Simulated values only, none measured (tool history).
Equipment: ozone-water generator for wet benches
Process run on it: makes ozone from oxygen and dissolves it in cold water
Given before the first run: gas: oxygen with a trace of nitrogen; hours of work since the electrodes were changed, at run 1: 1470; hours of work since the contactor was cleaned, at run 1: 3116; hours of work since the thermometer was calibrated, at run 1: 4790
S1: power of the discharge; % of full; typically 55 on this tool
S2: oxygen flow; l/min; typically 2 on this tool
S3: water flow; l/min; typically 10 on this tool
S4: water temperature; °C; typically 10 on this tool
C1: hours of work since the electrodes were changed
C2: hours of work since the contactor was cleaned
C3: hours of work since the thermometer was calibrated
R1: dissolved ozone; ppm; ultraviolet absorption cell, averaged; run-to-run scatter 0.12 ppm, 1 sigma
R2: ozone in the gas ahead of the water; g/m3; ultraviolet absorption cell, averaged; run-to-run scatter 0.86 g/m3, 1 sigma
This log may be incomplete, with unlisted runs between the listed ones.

run,hour,S1,S2,S3,S4,C1,C2,C3,R1,R2
1,0,55,2,10,10,1470,3116,4790,15.4,136.4
2,60.3,55,2,10,10,1513,3159,4833,15.3,137.4
3,98.2,55,2,13,10,1540,3186,4860,11.9,137.4
4,150.4,55,2,13,10,1577,3223,4897,12.1,137.8
5,242.4,55,2,13,10,1643,3289,4963,12.1,136.1
6,327.1,55,2,13,10,1703,3349,5023,11.9,136.4
7,369.3,51,2,10,10,1733,3379,5053,14.4,130
8,439.1,51,2,12,10,1783,3429,5103,12.3,130.2
9,515.2,51,2,12,10,1837,3483,5157,12.1,131.2
10,593.5,51,2,12,10,1893,3539,5213,12.2,131.3
11,636,55,2,14,10,1923,3569,5243,11.1,137.4
12,674.2,55,2,14,10,1950,3596,5270,11,136.5
13,753,55,2,14,10,2006,3652,5326,11.3,135.7
14,833,58,2,10,10,2063,3709,5383,15.6,140.1
# hour 888.5: contactor cleaned
15,926.6,58,2,10,10,2127,27,5447,16.1,140.2
16,975.8,55,2.96,10,10,2162,62,5482,17.4,119.7
17,1045.8,55,2.96,10,10,2212,112,5532,17.6,120.2
18,1097.9,69,2.49,10,11,2249,149,5569,19.6,149.5
19,1174.1,69,2.49,10,11,2303,203,5623,19.3,148.9
20,1264.3,92,1.25,13,15,2367,268,5688,13.4,222

Run 21 is up next; what results do you expect?
21,1316.7,92,1.25,13,15,2405,305,5725,?,?

{"run 21": {"R1": 13.4, "R2": 221.6}}
Minus the tool's unlogged condition, the same run would have read R1 14 ppm, R2 231.4 g/m3.
